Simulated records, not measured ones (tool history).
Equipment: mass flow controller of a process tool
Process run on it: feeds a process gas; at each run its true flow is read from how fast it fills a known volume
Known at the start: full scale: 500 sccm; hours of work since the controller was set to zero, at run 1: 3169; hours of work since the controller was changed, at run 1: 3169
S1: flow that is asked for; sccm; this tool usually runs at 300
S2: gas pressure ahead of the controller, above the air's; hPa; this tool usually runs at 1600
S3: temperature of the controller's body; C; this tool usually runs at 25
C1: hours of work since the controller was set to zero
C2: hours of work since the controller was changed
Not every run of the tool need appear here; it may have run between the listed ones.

{"run": 1, "hour": 0.0, "S1": 300, "S2": 1600, "S3": 25, "C1": 3169, "C2": 3169, "true flow (%)": 99.7}
{"run": 2, "hour": 221.6, "S1": 300, "S2": 1600, "S3": 25, "C1": 3343, "C2": 3343, "true flow (%)": 99.78}
{"run": 3, "hour": 580.6, "S1": 300, "S2": 1600, "S3": 25, "C1": 3626, "C2": 3626, "true flow (%)": 99.85}
{"run": 4, "hour": 851.0, "S1": 130, "S2": 1600, "S3": 25, "C1": 3838, "C2": 3838, "true flow (%)": 98.14}
{"run": 5, "hour": 1341.2, "S1": 130, "S2": 1600, "S3": 25, "C1": 4223, "C2": 4223, "true flow (%)": 97.87}
{"run": 6, "hour": 1636.5, "S1": 300, "S2": 1600, "S3": 25, "C1": 4455, "C2": 4455, "true flow (%)": 100.08}
{"hour": 1683.3, "done": "controller's zero set anew"}
{"run": 7, "hour": 1856.7, "S1": 300, "S2": 1600, "S3": 25, "C1": 136, "C2": 4628, "true flow (%)": 99.15}
{"run": 8, "hour": 2303.1, "S1": 300, "S2": 1600, "S3": 25, "C1": 487, "C2": 4978, "true flow (%)": 99.26}
{"hour": 2482.8, "done": "controller's zero set anew, once more"}
{"run": 9, "hour": 2551.7, "S1": 300, "S2": 1600, "S3": 25, "C1": 54, "C2": 5173, "true flow (%)": 101.86}
{"run": 10, "hour": 2933.2, "S1": 94, "S2": 1520, "S3": 36, "C1": 354, "C2": 5473, "true flow (%)": 102.43}
{"run": 11, "hour": 3327.4, "S1": 94, "S2": 1520, "S3": 36, "C1": 664, "C2": 5783, "true flow (%)": 102.27}
{"run": 12, "hour": 3615.3, "S1": 362, "S2": 2590, "S3": 24, "C1": 890, "C2": 6009, "true flow (%)": 102.51}
{"run": 13, "hour": 4010.7, "S1": 139, "S2": 1970, "S3": 21, "C1": 1200, "C2": 6320, "true flow (%)": 100.85}
{"run": 14, "hour": 4337.6, "S1": 230, "S2": 1600, "S3": 25, "C1": 1457, "C2": 6576, "true flow (%)": 101.78}

Below, some changes in true flow (%) between adjacent runs. For each, the amount present without the hidden state too (settings, incoming material, random variation) and the amount remaining for the hidden state with gauge scatter not shared by both compared results:
Hidden conditions of the tool in this case: flow at rest that the sensor doesn't see, % of full scale; true flow over the shown one, %; drift of the gauge itself on true_pct, %.
Run 8 -> 9: controller's zero set anew, once more. true flow (%) +2.60: hidden state +2.63, all else -0.03.

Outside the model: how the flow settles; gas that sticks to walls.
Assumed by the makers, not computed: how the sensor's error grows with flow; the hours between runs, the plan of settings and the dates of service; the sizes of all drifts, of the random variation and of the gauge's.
